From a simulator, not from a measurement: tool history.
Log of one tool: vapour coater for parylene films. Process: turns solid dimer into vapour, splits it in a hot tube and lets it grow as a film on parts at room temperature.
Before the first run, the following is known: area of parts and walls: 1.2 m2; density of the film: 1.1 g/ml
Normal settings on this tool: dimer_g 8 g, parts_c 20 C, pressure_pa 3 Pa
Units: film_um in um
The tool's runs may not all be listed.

| run | day | dimer_g | parts_c | pressure_pa | film_um |
|---|---|---|---|---|---|
| 1 | 0 | 8 | 20 | 3 | 4.19 |
| 2 | 0.638 | 8 | 25 | 3 | 3.45 |
| 3 | 1.421 | 8 | 25 | 3 | 3.52 |
| 4 | 1.796 | 8 | 25 | 3 | 3.5 |
| 5 | 2.283 | 8 | 20 | 2.15 | 4.37 |
| 6 | 3.042 | 8 | 20 | 2.15 | 4.48 |
| 7 | 3.483 | 8 | 20 | 2.15 | 4.45 |
| 8 | 3.804 | 8 | 20 | 3 | 4.1 |
|  | 4.183 | trap's valve overhauled |
| 9 | 4.596 | 8 | 20 | 3 | 4.45 |
| 10 | 5.288 | 12 | 20 | 4.99 | 5.98 |

Forecast run 11:
| 11 | 5.675 | 8 | 13 | 2.24 | ? |

For run 11 the tool returned film_um 5.89 um.
With the hidden condition absent and the run-to-run variation left alone, this run would have shown film_um 5.93 um.
